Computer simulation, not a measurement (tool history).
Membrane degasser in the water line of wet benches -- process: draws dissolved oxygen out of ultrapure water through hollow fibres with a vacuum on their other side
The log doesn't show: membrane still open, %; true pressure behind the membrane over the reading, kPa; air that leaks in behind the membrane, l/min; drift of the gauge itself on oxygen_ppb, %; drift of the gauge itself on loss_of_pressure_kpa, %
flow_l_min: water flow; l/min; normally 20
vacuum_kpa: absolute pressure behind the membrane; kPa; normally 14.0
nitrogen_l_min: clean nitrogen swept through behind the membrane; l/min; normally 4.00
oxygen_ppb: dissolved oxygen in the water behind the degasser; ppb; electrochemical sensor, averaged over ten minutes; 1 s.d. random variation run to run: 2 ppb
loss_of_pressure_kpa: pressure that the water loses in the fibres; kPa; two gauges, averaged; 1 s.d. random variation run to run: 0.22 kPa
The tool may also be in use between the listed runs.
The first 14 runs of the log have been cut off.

run	hour	flow_l_min	vacuum_kpa	nitrogen_l_min	hours since the membrane was changed	hours since the vacuum gauge was calibrated	hours since the vacuum lines were made tight	oxygen_ppb	loss_of_pressure_kpa
15	964.3	20	15.2	4.00	3600	1501	448	208.4	53.80
16	1039.2	20	15.2	4.00	3675	1576	523	213.3	53.53
17	1107.3	20	15.2	4.00	3743	1644	591	211.7	53.73
18	1198.9	20	22.7	2.94	3835	1736	683	372.9	54.20
19	1278.3	20	22.7	2.94	3914	1815	762	376.8	54.01
20	1381.3	14	11.1	8.83	4017	1918	865	48.2	37.99
21	1460.7	16	14.0	3.30	4096	1998	944	155.3	42.80
22	1515.9	16	14.0	3.30	4152	2053	1000	155.0	43.32
23	1583.8	16	14.0	3.30	4219	2121	1067	158.5	43.19
24	1638.7	14	9.5	2.17	4274	2176	1122	116.2	37.77
25	1701.8	14	9.5	2.17	4337	2239	1185	114.5	38.04
26	1788.3	14	9.5	2.17	4424	2325	1272	113.5	37.87
27	1873.8	14	33.4	2.26	4509	2411	1357	456.1	37.56
28	1966.9	24	14.0	4.00	4602	2504	1451	273.7	64.64
29	2023.3	24	19.1	10.47	4659	2560	1507	210.7	64.89
30	2087.8	24	19.1	10.47	4723	2625	1571	211.7	64.71
31	2193.6	25	15.3	3.14	4829	2731	1677	361.4	67.82
32	2263.6	25	15.3	3.14	4899	2801	1747	360.5	67.94
33	2346.7	25	15.3	3.14	4982	2884	1830	357.1	67.25

Consider 3 possible next runs. They are alternatives, not a sequence: every one starts from the tool as it was left by run 33. What does each give?
A	2416.1	21	34.6	4.00	5052	2953	1900	?	?
B	2416.1	25	13.6	6.68	5052	2953	1900	?	?
C	2416.1	25	11.5	1.77	5052	2953	1900	?	?

run	oxygen_ppb	loss_of_pressure_kpa
A	457.3	56.94
B	233.6	67.62
C	399.4	67.55
Without the tool's hidden state the same runs would have given:
run	oxygen_ppb	loss_of_pressure_kpa
A	450.4	56.25
B	225.4	66.79
C	388.5	66.72
